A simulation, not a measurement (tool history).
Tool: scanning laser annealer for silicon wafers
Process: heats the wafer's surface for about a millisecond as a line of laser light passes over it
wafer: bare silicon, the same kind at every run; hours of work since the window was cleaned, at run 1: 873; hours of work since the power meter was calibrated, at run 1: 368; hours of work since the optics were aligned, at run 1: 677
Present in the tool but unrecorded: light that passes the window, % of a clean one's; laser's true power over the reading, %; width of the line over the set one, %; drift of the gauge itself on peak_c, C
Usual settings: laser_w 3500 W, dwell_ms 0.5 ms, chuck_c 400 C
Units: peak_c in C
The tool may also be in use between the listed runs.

| run | hour | laser_w | dwell_ms | chuck_c | hours of work since the window was cleaned | hours of work since the power meter was calibrated | hours of work since the optics were aligned | peak_c |
|---|---|---|---|---|---|---|---|---|
| 1 | 0 | 3500 | 0.5 | 400 | 873 | 368 | 677 | 1138 |
| 2 | 12.1 | 3500 | 0.5 | 400 | 882 | 377 | 686 | 1134 |
| 3 | 29.9 | 2987 | 0.5 | 400 | 896 | 391 | 700 | 1011 |
|  | 35.8 | optics aligned, line set to its width |
| 4 | 45 | 3500 | 0.5 | 400 | 904 | 398 | 7 | 1134 |
| 5 | 64.5 | 3500 | 0.5 | 400 | 918 | 413 | 22 | 1134 |
| 6 | 75.9 | 3500 | 0.5 | 400 | 927 | 422 | 30 | 1134 |
| 7 | 93.4 | 3500 | 0.5 | 400 | 940 | 435 | 44 | 1132 |
| 8 | 103.1 | 3500 | 0.5 | 400 | 948 | 442 | 51 | 1136 |
|  | 108.2 | window over the wafer cleaned |
| 9 | 124.5 | 3500 | 0.5 | 400 | 12 | 457 | 66 | 1158 |
| 10 | 139.6 | 3500 | 0.5 | 400 | 24 | 469 | 77 | 1159 |
|  | 149.5 | optics aligned, line set to its width, once more |
| 11 | 158.1 | 3500 | 0.51 | 400 | 34 | 479 | 6 | 1179 |
| 12 | 178 | 3196 | 0.5 | 400 | 49 | 494 | 22 | 1092 |
| 13 | 188.8 | 3196 | 0.5 | 400 | 57 | 502 | 30 | 1092 |
| 14 | 204.1 | 3500 | 0.411 | 400 | 69 | 514 | 41 | 1098 |
| 15 | 213.4 | 3500 | 0.411 | 400 | 76 | 521 | 48 | 1091 |
| 16 | 226.7 | 3420 | 0.411 | 362 | 86 | 531 | 58 | 1040 |

Run 17 is up next; what results do you expect?
| 17 | 243.2 | 3349 | 0.411 | 414 | 98 | 543 | 71 | ? |

peak_c: 1076 C
The same run, on a tool lacking any hidden state, would have yielded peak_c 1078 C.
